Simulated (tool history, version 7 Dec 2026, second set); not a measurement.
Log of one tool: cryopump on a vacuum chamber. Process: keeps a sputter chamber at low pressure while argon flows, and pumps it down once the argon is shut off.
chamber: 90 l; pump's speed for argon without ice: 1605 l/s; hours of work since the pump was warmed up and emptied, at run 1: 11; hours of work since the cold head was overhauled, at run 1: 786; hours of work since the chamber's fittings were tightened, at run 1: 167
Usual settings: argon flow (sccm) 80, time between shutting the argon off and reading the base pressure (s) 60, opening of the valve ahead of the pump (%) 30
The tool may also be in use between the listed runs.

run   hour  argon flow (sccm)  time between shutting the argon off and reading the base pressure (s)  opening of the valve ahead of the pump (%)  hours of work since the pump was warmed up and emptied  hours of work since the cold head was overhauled  hours of work since the chamber's fittings were tightened  pressure while argon flows (Pa)  pressure after the wait (uPa)
  1    0.0                 80                                                                     60                                          30                                                      11                                               786                                                        167                           0.2849                           1.55
  2   42.5                 80                                                                     60                                          30                                                      42                                               817                                                        197                           0.2858                           1.53
  3   82.1                 80                                                                     60                                          30                                                      70                                               845                                                        226                           0.2857                           1.60
  4  134.8                 80                                                                     60                                          30                                                     107                                               882                                                        263                           0.2910                           1.62
  5  163.3                 80                                                                     60                                          50                                                     128                                               903                                                        283                           0.1784                           1.61
  6  212.1                 80                                                                     60                                          50                                                     162                                               937                                                        318                           0.1820                           1.69
  7  237.3                 80                                                                     60                                          30                                                     180                                               955                                                        336                           0.2937                           1.64
  8  268.8                 80                                                                     60                                          30                                                     203                                               978                                                        358                           0.2981                           1.69
  9  304.9                 80                                                                     60                                          30                                                     228                                              1003                                                        384                           0.2988                           1.76
 10  348.4                 80                                                                    263                                          30                                                     259                                              1034                                                        415                           0.3051                           0.83
 11  380.0                 68                                                                     78                                          19                                                     282                                              1057                                                        437                           0.3971                           1.53
 12  414.2                 68                                                                     78                                          19                                                     306                                              1081                                                        462                           0.3970                           1.60
     466.2  -- pump warmed up, emptied and cooled again
 13  474.9                 98                                                                     78                                          16                                                       6                                              1121                                                        501                           0.6490                           1.41

Forecast run 14:
 14  515.8                 98                                                                     78                                          16                                                      35                                              1150                                                        531                                ?                              ?

{"run 14": {"pressure while argon flows (Pa)": 0.6533, "pressure after the wait (uPa)": 1.43}}
Without the tool's hidden state the same run would have given pressure while argon flows (Pa) 0.6479, pressure after the wait (uPa) 1.11.
